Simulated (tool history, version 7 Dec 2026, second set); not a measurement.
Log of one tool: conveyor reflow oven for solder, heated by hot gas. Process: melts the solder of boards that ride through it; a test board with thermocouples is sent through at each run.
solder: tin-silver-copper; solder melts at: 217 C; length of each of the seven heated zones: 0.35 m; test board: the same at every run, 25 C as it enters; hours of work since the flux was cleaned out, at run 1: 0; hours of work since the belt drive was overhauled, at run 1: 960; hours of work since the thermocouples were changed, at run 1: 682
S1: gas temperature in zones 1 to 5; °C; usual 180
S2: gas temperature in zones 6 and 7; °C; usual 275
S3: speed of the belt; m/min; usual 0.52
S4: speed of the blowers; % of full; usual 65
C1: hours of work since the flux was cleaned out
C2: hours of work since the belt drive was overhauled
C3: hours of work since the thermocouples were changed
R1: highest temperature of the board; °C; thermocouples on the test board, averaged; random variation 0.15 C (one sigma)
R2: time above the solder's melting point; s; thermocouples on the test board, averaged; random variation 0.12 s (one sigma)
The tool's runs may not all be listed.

Run 1, day 0: usual settings; C1 0; C2 960; C3 682. Result: R1 256.7 °C, R2 66.5 s.
Run 2, day 0.933: usual settings but S1 172 °C; C1 13; C2 974; C3 695. Result: R1 255.1 °C, R2 62 s.
Run 3, day 1.562: usual settings; C1 22; C2 983; C3 704. Result: R1 256.3 °C, R2 66.2 s.
Run 4, day 2.883: usual settings; C1 41; C2 1001; C3 723. Result: R1 256.5 °C, R2 66.1 s.
Run 5, day 3.646: usual settings; C1 52; C2 1012; C3 734. Result: R1 256.8 °C, R2 66.1 s.
Run 6, day 4.321: usual settings; C1 61; C2 1022; C3 743. Result: R1 256.3 °C, R2 66.3 s.
Run 7, day 5: usual settings; C1 71; C2 1031; C3 753. Result: R1 256.2 °C, R2 66 s.

Run 8 comes next. What will it give?
At day 5.275: belt drive overhauled, speed set with a stopwatch.
Run 8, day 6.092: usual settings but S1 182 °C, S2 270 °C, S3 0.44 m/min, S4 55 % of full; C1 84; C2 12; C3 766. Result: R1 ?, R2 ?.

R1: 254.6 °C
R2: 79.1 s
Without the tool's hidden state the same run would have given R1 255.3 °C, R2 77.8 s.
